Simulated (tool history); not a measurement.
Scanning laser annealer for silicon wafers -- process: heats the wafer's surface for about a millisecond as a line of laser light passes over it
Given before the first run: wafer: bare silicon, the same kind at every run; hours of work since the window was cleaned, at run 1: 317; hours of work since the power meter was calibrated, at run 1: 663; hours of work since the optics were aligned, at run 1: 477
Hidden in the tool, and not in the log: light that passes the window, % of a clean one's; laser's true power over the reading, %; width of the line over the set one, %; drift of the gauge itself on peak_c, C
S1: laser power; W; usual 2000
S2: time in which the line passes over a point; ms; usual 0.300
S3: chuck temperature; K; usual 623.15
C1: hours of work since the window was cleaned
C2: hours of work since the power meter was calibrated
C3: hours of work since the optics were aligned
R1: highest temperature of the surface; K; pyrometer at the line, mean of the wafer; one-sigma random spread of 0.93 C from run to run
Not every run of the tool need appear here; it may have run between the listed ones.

run 1 hour=0.0 | S1=2000 S2=0.300 S3=623.15 | C1=317 C2=663 C3=477 | R1=1365.45
run 2 hour=28.1 | S1=2000 S2=0.300 S3=623.15 | C1=334 C2=680 C3=494 | R1=1364.85
run 3 hour=44.6 | S1=2000 S2=0.300 S3=639.15 | C1=344 C2=690 C3=504 | R1=1380.55
run 4 hour=60.6 | S1=2000 S2=0.300 S3=639.15 | C1=353 C2=700 C3=514 | R1=1380.55
run 5 hour=80.6 | S1=2000 S2=0.300 S3=639.15 | C1=366 C2=712 C3=526 | R1=1378.25
run 6 hour=101.1 | S1=2000 S2=0.300 S3=639.15 | C1=378 C2=725 C3=539 | R1=1378.95
run 7 hour=134.0 | S1=2000 S2=0.300 S3=639.15 | C1=398 C2=745 C3=559 | R1=1376.55
run 8 hour=156.3 | S1=2000 S2=0.368 S3=639.15 | C1=412 C2=758 C3=572 | R1=1462.65
run 9 hour=186.6 | S1=2000 S2=0.368 S3=639.15 | C1=430 C2=777 C3=591 | R1=1461.25
run 10 hour=212.9 | S1=2000 S2=0.300 S3=623.15 | C1=446 C2=793 C3=607 | R1=1360.65
run 11 hour=244.9 | S1=2000 S2=0.300 S3=623.15 | C1=466 C2=812 C3=626 | R1=1359.55
run 12 hour=269.4 | S1=2000 S2=0.300 S3=623.15 | C1=481 C2=827 C3=641 | R1=1360.65
run 13 hour=287.3 | S1=2000 S2=0.300 S3=623.15 | C1=491 C2=838 C3=652 | R1=1358.35
run 14 hour=310.6 | S1=2000 S2=0.257 S3=629.15 | C1=506 C2=852 C3=666 | R1=1307.55
run 15 hour=329.4 | S1=1952 S2=0.302 S3=587.15 | C1=517 C2=864 C3=678 | R1=1306.15
-- hour=339.7 window over the wafer cleaned
run 16 hour=349.6 | S1=1952 S2=0.302 S3=587.15 | C1=6 C2=875 C3=689 | R1=1322.25
run 17 hour=366.1 | S1=1969 S2=0.254 S3=617.15 | C1=16 C2=885 C3=699 | R1=1292.95
run 18 hour=387.1 | S1=1969 S2=0.254 S3=617.15 | C1=29 C2=898 C3=712 | R1=1292.35
run 19 hour=407.9 | S1=2022 S2=0.300 S3=650.15 | C1=42 C2=910 C3=724 | R1=1408.25
run 20 hour=435.8 | S1=2022 S2=0.300 S3=650.15 | C1=59 C2=927 C3=741 | R1=1408.45
run 21 hour=460.0 | S1=2000 S2=0.380 S3=623.15 | C1=73 C2=942 C3=756 | R1=1471.55
run 22 hour=485.8 | S1=1900 S2=0.267 S3=603.15 | C1=89 C2=958 C3=772 | R1=1268.85
run 23 hour=503.7 | S1=1900 S2=0.282 S3=656.15 | C1=100 C2=969 C3=783 | R1=1343.15
run 24 hour=530.8 | S1=1889 S2=0.215 S3=656.15 | C1=116 C2=985 C3=799 | R1=1246.65
run 25 hour=546.8 | S1=1889 S2=0.215 S3=656.15 | C1=126 C2=995 C3=809 | R1=1245.05

Results for each run, recomputed without the tool's hidden state and with each run's random variation untouched:
run=1 R1=1376.75
run=2 R1=1376.75
run=3 R1=1392.85
run=4 R1=1393.15
run=5 R1=1391.35
run=6 R1=1392.45
run=7 R1=1390.85
run=8 R1=1479.15
run=9 R1=1478.55
run=10 R1=1376.75
run=11 R1=1376.35
run=12 R1=1378.05
run=13 R1=1376.15
run=14 R1=1324.45
run=15 R1=1324.45
run=16 R1=1325.25
run=17 R1=1296.05
run=18 R1=1295.85
run=19 R1=1412.65
run=20 R1=1413.55
run=21 R1=1477.85
run=22 R1=1274.35
run=23 R1=1349.05
run=24 R1=1252.25
run=25 R1=1251.05
